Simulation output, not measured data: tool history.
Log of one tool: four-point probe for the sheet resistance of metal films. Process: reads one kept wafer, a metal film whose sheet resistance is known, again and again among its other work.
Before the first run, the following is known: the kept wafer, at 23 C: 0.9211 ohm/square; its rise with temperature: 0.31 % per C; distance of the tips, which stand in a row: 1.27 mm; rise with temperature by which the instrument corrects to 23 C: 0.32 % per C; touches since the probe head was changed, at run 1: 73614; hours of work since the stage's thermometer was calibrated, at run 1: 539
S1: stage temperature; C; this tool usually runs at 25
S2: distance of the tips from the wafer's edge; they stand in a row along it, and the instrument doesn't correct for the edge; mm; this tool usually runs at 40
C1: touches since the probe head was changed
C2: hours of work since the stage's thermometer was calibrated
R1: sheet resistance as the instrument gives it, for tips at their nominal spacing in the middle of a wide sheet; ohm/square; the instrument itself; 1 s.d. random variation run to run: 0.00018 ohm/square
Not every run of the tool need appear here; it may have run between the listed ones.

run,hour,S1,S2,C1,C2,R1
1,0,25,40,73614,539,0.922548
2,58.1,25,40,75380,578,0.922725
3,99,25,40,76621,606,0.922561
4,134.7,25,40,77705,630,0.922852
5,185.4,25,40,79246,665,0.922641
6,240.5,25,40,80920,702,0.922765
7,278.3,25,40,82069,727,0.923217
8,325,25,40,83486,759,0.922484
9,359.5,25,40,84535,782,0.922921
10,420.3,25,7,86382,823,0.938426
11,468.9,25,4,87858,856,0.970255
12,534.8,33,40,89859,901,0.922846
13,580.4,33,40,91244,932,0.922532
14,610.2,33,40,92150,952,0.922866
15,639.3,23,40,93033,972,0.92348
16,692.3,32,40,94644,1007,0.922695
17,752,25,40,96456,1048,0.923508
18,799.4,25,40,97895,1080,0.923496
19,836.1,25,40,99011,1105,0.923408
20,902.5,25,9,101027,1150,0.932595
21,967.3,25,13,102995,1193,0.927674
22,1000.2,26,40,103996,1216,0.923255
# hour 1037.8: stage's thermometer calibrated
23,1064.9,26,40,105946,18,0.923693
24,1108.3,26,40,107265,48,0.924253
25,1171.3,27,18,109177,90,0.92587
26,1216.2,27,18,110540,121,0.925848
27,1250.6,30,28,111586,144,0.924405
28,1282.5,30,28,112554,166,0.924395
29,1348.6,31,6,114563,210,0.945148
30,1405.5,31,6,116291,249,0.94486
31,1438.5,20,40,117293,271,0.92447
32,1492.3,27,36,118928,307,0.924241
33,1530.7,27,36,120096,333,0.92399
34,1569.6,34,4,121277,360,0.970187
35,1607.6,22,51,122430,385,0.923823
36,1652.8,28,72,123802,416,0.923447
37,1680.9,33,6,124656,435,0.94556
38,1738.5,33,6,126406,474,0.945424
39,1772.9,28,19,127450,497,0.926134
40,1812.8,28,19,128663,524,0.926003
41,1841.3,28,19,129529,544,0.925769
42,1874.4,29,26,130535,566,0.924923
43,1922.2,27,7,131988,598,0.939996
44,1950.7,27,7,132854,618,0.939933

Branching from run 44: 4 alternative next runs. What would each branch give?
A,1990,21,3,134047,644,?
B,1990,27,17,134047,644,?
C,1990,25,40,134047,644,?
D,1990,26,3,134047,644,?

run,R1
A,1.005069
B,0.926527
C,0.924609
D,1.004653
With the hidden condition removed and each run's random variation left untouched, the same runs would have given:
run,R1
A,1.001774
B,0.923459
C,0.921549
D,1.001354
